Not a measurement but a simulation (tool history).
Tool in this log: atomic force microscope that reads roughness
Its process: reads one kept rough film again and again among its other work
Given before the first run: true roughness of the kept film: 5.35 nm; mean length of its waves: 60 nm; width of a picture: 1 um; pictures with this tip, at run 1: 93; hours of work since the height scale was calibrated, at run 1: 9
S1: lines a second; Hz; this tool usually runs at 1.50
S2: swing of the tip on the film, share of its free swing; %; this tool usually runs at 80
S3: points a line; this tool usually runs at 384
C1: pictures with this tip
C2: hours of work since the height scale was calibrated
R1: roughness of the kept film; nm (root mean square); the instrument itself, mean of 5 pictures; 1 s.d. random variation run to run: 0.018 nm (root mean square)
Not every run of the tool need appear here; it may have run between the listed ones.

Run 1, hour 0.0: usual settings; C1 93; C2 9. Result: R1 4.094 nm (root mean square).
At hour 9.5: new tip fitted.
Run 2, hour 38.9: usual settings but S1 3.00 Hz; C1 32; C2 29. Result: R1 3.933 nm (root mean square).
Run 3, hour 77.2: usual settings but S1 3.00 Hz; C1 72; C2 50. Result: R1 3.769 nm (root mean square).
At hour 102.7: new tip fitted.
Run 4, hour 104.8: usual settings but S1 0.74 Hz; C1 2; C2 65. Result: R1 4.768 nm (root mean square).
Run 5, hour 137.6: usual settings but S3 755; C1 37; C2 82. Result: R1 4.355 nm (root mean square).
Run 6, hour 162.7: usual settings but S3 755; C1 64; C2 96. Result: R1 4.201 nm (root mean square).
Run 7, hour 188.0: usual settings but S1 0.87 Hz; C1 90; C2 109. Result: R1 4.279 nm (root mean square).
At hour 195.6: new tip fitted.
Run 8, hour 228.3: usual settings but S2 83 %; C1 35; C2 131. Result: R1 4.269 nm (root mean square).
Run 9, hour 271.5: usual settings but S2 83 %; C1 81; C2 154. Result: R1 4.078 nm (root mean square).
At hour 290.3: new tip fitted.
Run 10, hour 307.2: usual settings but S1 0.89 Hz; C1 18; C2 173. Result: R1 4.617 nm (root mean square).
Run 11, hour 355.6: usual settings but S1 0.89 Hz; C1 69; C2 199. Result: R1 4.391 nm (root mean square).
At hour 385.5: new tip fitted.
Run 12, hour 387.0: usual settings but S2 78 %; C1 1; C2 216. Result: R1 4.560 nm (root mean square).
Run 13, hour 434.3: usual settings but S2 78 %; C1 52; C2 241. Result: R1 4.338 nm (root mean square).
Run 14, hour 477.3: usual settings but S1 3.50 Hz, S2 76 %; C1 97; C2 264. Result: R1 3.764 nm (root mean square).
At hour 482.3: new tip fitted.
At hour 483.3: height scale calibrated on a step standard.
Run 15, hour 521.8: usual settings but S1 3.50 Hz, S2 76 %, S3 813; C1 41; C2 21. Result: R1 3.938 nm (root mean square).
Run 16, hour 558.0: usual settings but S1 3.50 Hz, S2 76 %, S3 813; C1 79; C2 40. Result: R1 3.805 nm (root mean square).
At hour 575.6: new tip fitted.
Run 17, hour 597.9: usual settings but S1 3.50 Hz, S2 76 %, S3 813; C1 23; C2 61. Result: R1 4.007 nm (root mean square).
Run 18, hour 643.2: usual settings but S1 1.07 Hz, S2 60 %, S3 886; C1 71; C2 86. Result: R1 4.596 nm (root mean square).
At hour 670.8: new tip fitted.
Run 19, hour 673.7: usual settings but S2 74 %, S3 793; C1 3; C2 102. Result: R1 4.610 nm (root mean square).
Run 20, hour 720.6: usual settings but S2 62 %, S3 431; C1 53; C2 127. Result: R1 4.595 nm (root mean square).
At hour 745.1: height scale calibrated on a step standard, once more.
Run 21, hour 754.5: usual settings but S2 87 %; C1 88; C2 5. Result: R1 3.948 nm (root mean square).
At hour 766.7: new tip fitted.
Run 22, hour 788.2: usual settings but S2 87 %; C1 23; C2 23. Result: R1 4.208 nm (root mean square).
Run 23, hour 817.1: usual settings but S3 861; C1 54; C2 38. Result: R1 4.337 nm (root mean square).

Branching from run 23: 3 alternative next runs. What would each branch give?
Run A, hour 856.2: usual settings but S1 1.46 Hz, S3 398; C1 96; C2 59. Result: R1 ?.
Run B, hour 856.2: usual settings but S2 77 %, S3 643; C1 96; C2 59. Result: R1 ?.
Run C, hour 856.2: usual settings but S2 60 %, S3 861; C1 96; C2 59. Result: R1 ?.

run     R1
  A  4.132
  B  4.169
  C  4.437
With no hidden state in the tool, these same runs would have given:
run     R1
  A  4.529
  B  4.569
  C  4.863
